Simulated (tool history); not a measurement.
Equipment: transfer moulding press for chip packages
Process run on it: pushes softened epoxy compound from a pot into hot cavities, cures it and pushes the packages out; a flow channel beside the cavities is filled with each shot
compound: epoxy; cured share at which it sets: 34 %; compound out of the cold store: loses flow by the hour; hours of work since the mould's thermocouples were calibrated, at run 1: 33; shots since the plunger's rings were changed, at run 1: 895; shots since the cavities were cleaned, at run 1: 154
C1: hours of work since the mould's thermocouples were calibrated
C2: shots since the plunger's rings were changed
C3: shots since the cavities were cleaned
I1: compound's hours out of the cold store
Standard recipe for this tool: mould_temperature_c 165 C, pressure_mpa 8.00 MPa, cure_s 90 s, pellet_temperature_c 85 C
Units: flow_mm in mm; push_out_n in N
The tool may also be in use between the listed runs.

{"run": 1, "hour": 0.0, "mould_temperature_c": 165, "pressure_mpa": 8.0, "cure_s": 90, "pellet_temperature_c": 85, "C1": 33, "C2": 895, "C3": 154, "I1": 11.1, "flow_mm": 529, "push_out_n": 367}
{"run": 2, "hour": 40.8, "mould_temperature_c": 165, "pressure_mpa": 8.0, "cure_s": 90, "pellet_temperature_c": 85, "C1": 56, "C2": 1316, "C3": 575, "I1": 41.1, "flow_mm": 454, "push_out_n": 405}
{"hour": 45.1, "done": "cavities cleaned with cleaning compound and waxed"}
{"run": 3, "hour": 64.9, "mould_temperature_c": 165, "pressure_mpa": 9.66, "cure_s": 90, "pellet_temperature_c": 85, "C1": 69, "C2": 1548, "C3": 203, "I1": 35.5, "flow_mm": 516, "push_out_n": 352}
{"run": 4, "hour": 91.3, "mould_temperature_c": 165, "pressure_mpa": 9.66, "cure_s": 90, "pellet_temperature_c": 85, "C1": 84, "C2": 1821, "C3": 476, "I1": 19.3, "flow_mm": 554, "push_out_n": 396}
{"hour": 104.5, "done": "cavities cleaned with cleaning compound and waxed"}
{"run": 5, "hour": 137.3, "mould_temperature_c": 165, "pressure_mpa": 8.0, "cure_s": 90, "pellet_temperature_c": 85, "C1": 110, "C2": 2280, "C3": 339, "I1": 43.8, "flow_mm": 447, "push_out_n": 387}
{"hour": 165.1, "done": "cavities cleaned with cleaning compound and waxed"}
{"run": 6, "hour": 171.5, "mould_temperature_c": 165, "pressure_mpa": 8.0, "cure_s": 90, "pellet_temperature_c": 85, "C1": 128, "C2": 2617, "C3": 66, "I1": 31.5, "flow_mm": 469, "push_out_n": 325}
{"hour": 193.4, "done": "plunger's sealing rings changed"}
{"run": 7, "hour": 215.2, "mould_temperature_c": 165, "pressure_mpa": 7.44, "cure_s": 90, "pellet_temperature_c": 85, "C1": 152, "C2": 224, "C3": 490, "I1": 31.8, "flow_mm": 466, "push_out_n": 394}
{"hour": 230.1, "done": "cavities cleaned with cleaning compound and waxed"}
{"run": 8, "hour": 240.3, "mould_temperature_c": 165, "pressure_mpa": 8.0, "cure_s": 90, "pellet_temperature_c": 85, "C1": 165, "C2": 468, "C3": 105, "I1": 34.2, "flow_mm": 474, "push_out_n": 345}
{"run": 9, "hour": 266.9, "mould_temperature_c": 165, "pressure_mpa": 8.0, "cure_s": 90, "pellet_temperature_c": 85, "C1": 180, "C2": 742, "C3": 379, "I1": 21.1, "flow_mm": 505, "push_out_n": 388}
{"hour": 290.3, "done": "cavities cleaned with cleaning compound and waxed"}
{"run": 10, "hour": 308.5, "mould_temperature_c": 165, "pressure_mpa": 8.0, "cure_s": 90, "pellet_temperature_c": 85, "C1": 203, "C2": 1155, "C3": 187, "I1": 13.8, "flow_mm": 519, "push_out_n": 361}
{"run": 11, "hour": 337.5, "mould_temperature_c": 172, "pressure_mpa": 8.0, "cure_s": 90, "pellet_temperature_c": 85, "C1": 219, "C2": 1454, "C3": 486, "I1": 8.8, "flow_mm": 520, "push_out_n": 334}
{"hour": 351.7, "done": "cavities cleaned with cleaning compound and waxed"}
{"run": 12, "hour": 372.9, "mould_temperature_c": 172, "pressure_mpa": 8.0, "cure_s": 90, "pellet_temperature_c": 86, "C1": 239, "C2": 1804, "C3": 219, "I1": 21.3, "flow_mm": 487, "push_out_n": 305}
{"hour": 412.6, "done": "cavities cleaned with cleaning compound and waxed"}
{"run": 13, "hour": 413.9, "mould_temperature_c": 172, "pressure_mpa": 7.47, "cure_s": 90, "pellet_temperature_c": 86, "C1": 261, "C2": 2210, "C3": 12, "I1": 18.6, "flow_mm": 474, "push_out_n": 272}
{"run": 14, "hour": 458.2, "mould_temperature_c": 165, "pressure_mpa": 8.0, "cure_s": 90, "pellet_temperature_c": 85, "C1": 287, "C2": 2668, "C3": 470, "I1": 28.0, "flow_mm": 476, "push_out_n": 405}
{"hour": 471.7, "done": "cavities cleaned with cleaning compound and waxed"}
{"hour": 477.2, "done": "plunger's sealing rings changed"}
{"run": 15, "hour": 504.8, "mould_temperature_c": 158, "pressure_mpa": 8.0, "cure_s": 86, "pellet_temperature_c": 89, "C1": 311, "C2": 285, "C3": 316, "I1": 14.4, "flow_mm": 534, "push_out_n": 655}
{"hour": 523.5, "done": "mould's thermocouples calibrated"}
{"hour": 536.2, "done": "cavities cleaned with cleaning compound and waxed"}
{"run": 16, "hour": 543.6, "mould_temperature_c": 159, "pressure_mpa": 8.0, "cure_s": 76, "pellet_temperature_c": 78, "C1": 11, "C2": 649, "C3": 76, "I1": 34.5, "flow_mm": 485, "push_out_n": 683}
{"run": 17, "hour": 583.6, "mould_temperature_c": 168, "pressure_mpa": 8.81, "cure_s": 80, "pellet_temperature_c": 88, "C1": 33, "C2": 1061, "C3": 488, "I1": 37.0, "flow_mm": 486, "push_out_n": 420}
{"hour": 598.2, "done": "cavities cleaned with cleaning compound and waxed"}
{"run": 18, "hour": 606.8, "mould_temperature_c": 168, "pressure_mpa": 9.99, "cure_s": 94, "pellet_temperature_c": 88, "C1": 46, "C2": 1285, "C3": 88, "I1": 28.3, "flow_mm": 537, "push_out_n": 287}
{"run": 19, "hour": 632.7, "mould_temperature_c": 161, "pressure_mpa": 9.34, "cure_s": 94, "pellet_temperature_c": 88, "C1": 60, "C2": 1552, "C3": 355, "I1": 16.0, "flow_mm": 557, "push_out_n": 445}
{"hour": 659.2, "done": "cavities cleaned with cleaning compound and waxed"}
{"run": 20, "hour": 674.7, "mould_temperature_c": 158, "pressure_mpa": 8.0, "cure_s": 90, "pellet_temperature_c": 88, "C1": 83, "C2": 1969, "C3": 159, "I1": 33.8, "flow_mm": 476, "push_out_n": 503}
{"run": 21, "hour": 706.0, "mould_temperature_c": 158, "pressure_mpa": 8.0, "cure_s": 90, "pellet_temperature_c": 88, "C1": 101, "C2": 2292, "C3": 482, "I1": 21.0, "flow_mm": 503, "push_out_n": 597}
{"hour": 721.0, "done": "cavities cleaned with cleaning compound and waxed"}
{"run": 22, "hour": 727.9, "mould_temperature_c": 158, "pressure_mpa": 6.88, "cure_s": 90, "pellet_temperature_c": 88, "C1": 113, "C2": 2502, "C3": 71, "I1": 25.6, "flow_mm": 455, "push_out_n": 487}
{"hour": 759.8, "done": "plunger's sealing rings changed"}
{"run": 23, "hour": 760.9, "mould_temperature_c": 161, "pressure_mpa": 6.76, "cure_s": 92, "pellet_temperature_c": 88, "C1": 130, "C2": 11, "C3": 386, "I1": 24.4, "flow_mm": 468, "push_out_n": 464}
{"hour": 782.5, "done": "cavities cleaned with cleaning compound and waxed"}
{"run": 24, "hour": 801.1, "mould_temperature_c": 161, "pressure_mpa": 6.76, "cure_s": 92, "pellet_temperature_c": 88, "C1": 152, "C2": 409, "C3": 191, "I1": 34.0, "flow_mm": 443, "push_out_n": 435}
{"run": 25, "hour": 824.7, "mould_temperature_c": 161, "pressure_mpa": 6.76, "cure_s": 92, "pellet_temperature_c": 88, "C1": 166, "C2": 653, "C3": 435, "I1": 21.7, "flow_mm": 466, "push_out_n": 479}
{"hour": 844.5, "done": "cavities cleaned with cleaning compound and waxed"}
{"run": 26, "hour": 852.4, "mould_temperature_c": 169, "pressure_mpa": 8.77, "cure_s": 101, "pellet_temperature_c": 86, "C1": 181, "C2": 923, "C3": 82, "I1": 39.1, "flow_mm": 481, "push_out_n": 292}
{"run": 27, "hour": 882.3, "mould_temperature_c": 169, "pressure_mpa": 7.92, "cure_s": 101, "pellet_temperature_c": 86, "C1": 198, "C2": 1232, "C3": 391, "I1": 15.2, "flow_mm": 503, "push_out_n": 337}

Below, some changes in flow_mm between adjacent runs. For each, the amount present without the hidden state too (settings, incoming material, random variation) and the amount remaining for the hidden state with gauge scatter not shared by both compared results:
The tool's hidden condition here consists of: true mould temperature over the reading, C; pressure that reaches the compound, % of what is set; grip of the stained cavities, % over clean ones'; drift of the gauge itself on flow_mm, %; drift of the gauge itself on push_out_n, %.
Run 4 -> 5: pressure_mpa 9.66 -> 8.00, cavities cleaned with cleaning compound and waxed. flow_mm -107 mm: hidden state +0, all else -107.
Run 6 -> 7: pressure_mpa 8.00 -> 7.44, plunger's sealing rings changed. flow_mm -3 mm: hidden state +14, all else -17.
Run 14 -> 15: mould_temperature_c 165 -> 158, cure_s 90 -> 86, pellet_temperature_c 85 -> 89, cavities cleaned with cleaning compound and waxed, plunger's sealing rings changed. flow_mm +58 mm: hidden state +17, all else +41.
Run 19 -> 20: mould_temperature_c 161 -> 158, pressure_mpa 9.34 -> 8.00, cure_s 94 -> 90, cavities cleaned with cleaning compound and waxed. flow_mm -81 mm: hidden state -1, all else -80.
